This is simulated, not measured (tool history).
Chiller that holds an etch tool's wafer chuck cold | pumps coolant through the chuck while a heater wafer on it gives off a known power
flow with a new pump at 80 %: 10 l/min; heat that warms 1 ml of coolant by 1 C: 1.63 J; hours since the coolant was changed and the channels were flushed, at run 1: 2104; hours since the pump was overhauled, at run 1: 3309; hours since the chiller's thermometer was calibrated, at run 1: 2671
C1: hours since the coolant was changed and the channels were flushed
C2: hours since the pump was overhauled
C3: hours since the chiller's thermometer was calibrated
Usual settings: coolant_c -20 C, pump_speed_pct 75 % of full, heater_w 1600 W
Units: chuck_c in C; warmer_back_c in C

run 1 hour=0.0 | coolant_c=-20 pump_speed_pct=75 heater_w=1600 | C1=2104 C2=3309 C3=2671 | chuck_c=-2.4 warmer_back_c=7.16
run 2 hour=41.7 | coolant_c=-20 pump_speed_pct=75 heater_w=1600 | C1=2146 C2=3351 C3=2712 | chuck_c=-2.4 warmer_back_c=7.21
run 3 hour=107.2 | coolant_c=-20 pump_speed_pct=83 heater_w=1600 | C1=2211 C2=3417 C3=2778 | chuck_c=-3.6 warmer_back_c=6.54
run 4 hour=169.6 | coolant_c=-20 pump_speed_pct=75 heater_w=1600 | C1=2273 C2=3479 C3=2840 | chuck_c=-2.2 warmer_back_c=7.18
run 5 hour=232.0 | coolant_c=-21 pump_speed_pct=75 heater_w=1600 | C1=2336 C2=3541 C3=2903 | chuck_c=-3.3 warmer_back_c=7.27
run 6 hour=271.5 | coolant_c=-21 pump_speed_pct=75 heater_w=1600 | C1=2375 C2=3581 C3=2942 | chuck_c=-3.2 warmer_back_c=7.28
run 7 hour=341.7 | coolant_c=-21 pump_speed_pct=75 heater_w=1600 | C1=2446 C2=3651 C3=3012 | chuck_c=-3.2 warmer_back_c=7.34
run 8 hour=391.6 | coolant_c=-21 pump_speed_pct=96 heater_w=1600 | C1=2496 C2=3701 C3=3062 | chuck_c=-5.9 warmer_back_c=5.60
run 9 hour=467.1 | coolant_c=-21 pump_speed_pct=96 heater_w=1600 | C1=2571 C2=3776 C3=3138 | chuck_c=-5.7 warmer_back_c=5.65
run 10 hour=546.1 | coolant_c=-20 pump_speed_pct=85 heater_w=1600 | C1=2650 C2=3855 C3=3217 | chuck_c=-3.3 warmer_back_c=6.48
run 11 hour=584.0 | coolant_c=-20 pump_speed_pct=85 heater_w=1600 | C1=2688 C2=3893 C3=3255 | chuck_c=-3.4 warmer_back_c=6.45
run 12 hour=650.7 | coolant_c=-20 pump_speed_pct=85 heater_w=1600 | C1=2755 C2=3960 C3=3321 | chuck_c=-3.4 warmer_back_c=6.48
run 13 hour=730.1 | coolant_c=-21 pump_speed_pct=75 heater_w=1600 | C1=2834 C2=4039 C3=3401 | chuck_c=-2.6 warmer_back_c=7.40
run 14 hour=766.5 | coolant_c=-21 pump_speed_pct=75 heater_w=1600 | C1=2870 C2=4076 C3=3437 | chuck_c=-2.7 warmer_back_c=7.45
run 15 hour=843.8 | coolant_c=-10 pump_speed_pct=75 heater_w=1600 | C1=2948 C2=4153 C3=3514 | chuck_c=8.3 warmer_back_c=7.48
run 16 hour=877.6 | coolant_c=-10 pump_speed_pct=75 heater_w=1600 | C1=2982 C2=4187 C3=3548 | chuck_c=8.4 warmer_back_c=7.47
-- hour=888.1 coolant changed, channels flushed
run 17 hour=939.7 | coolant_c=-10 pump_speed_pct=61 heater_w=1600 | C1=52 C2=4243 C3=3604 | chuck_c=9.6 warmer_back_c=9.29
run 18 hour=999.8 | coolant_c=-10 pump_speed_pct=61 heater_w=1600 | C1=112 C2=4303 C3=3664 | chuck_c=9.6 warmer_back_c=9.34
run 19 hour=1052.1 | coolant_c=-12 pump_speed_pct=61 heater_w=909 | C1=164 C2=4355 C3=3717 | chuck_c=-1.1 warmer_back_c=5.34
run 20 hour=1110.8 | coolant_c=-16 pump_speed_pct=70 heater_w=1145 | C1=223 C2=4414 C3=3775 | chuck_c=-3.5 warmer_back_c=5.81
run 21 hour=1147.3 | coolant_c=-27 pump_speed_pct=75 heater_w=1600 | C1=259 C2=4451 C3=3812 | chuck_c=-10.0 warmer_back_c=7.58
run 22 hour=1215.5 | coolant_c=-27 pump_speed_pct=75 heater_w=1600 | C1=327 C2=4519 C3=3880 | chuck_c=-9.8 warmer_back_c=7.55
run 23 hour=1262.7 | coolant_c=-27 pump_speed_pct=91 heater_w=1300 | C1=375 C2=4566 C3=3927 | chuck_c=-15.1 warmer_back_c=5.04
run 24 hour=1308.2 | coolant_c=-20 pump_speed_pct=65 heater_w=867 | C1=420 C2=4612 C3=3973 | chuck_c=-9.9 warmer_back_c=4.82
run 25 hour=1377.0 | coolant_c=-20 pump_speed_pct=63 heater_w=1162 | C1=489 C2=4680 C3=4042 | chuck_c=-6.0 warmer_back_c=6.60
run 26 hour=1434.5 | coolant_c=-20 pump_speed_pct=63 heater_w=1162 | C1=546 C2=4738 C3=4099 | chuck_c=-6.2 warmer_back_c=6.66
run 27 hour=1473.9 | coolant_c=-14 pump_speed_pct=66 heater_w=1600 | C1=586 C2=4777 C3=4139 | chuck_c=4.9 warmer_back_c=8.81

Forecast run 28:
-- hour=1535.2 coolant pump overhauled
run 28 hour=1548.9 | coolant_c=-15 pump_speed_pct=66 heater_w=982 | C1=656 C2=14 C3=4208 | chuck_c=? warmer_back_c=?

chuck_c: -5.3 C
warmer_back_c: 4.40 C
Without the tool's hidden state the same run would have given chuck_c -4.6 C, warmer_back_c 4.38 C.
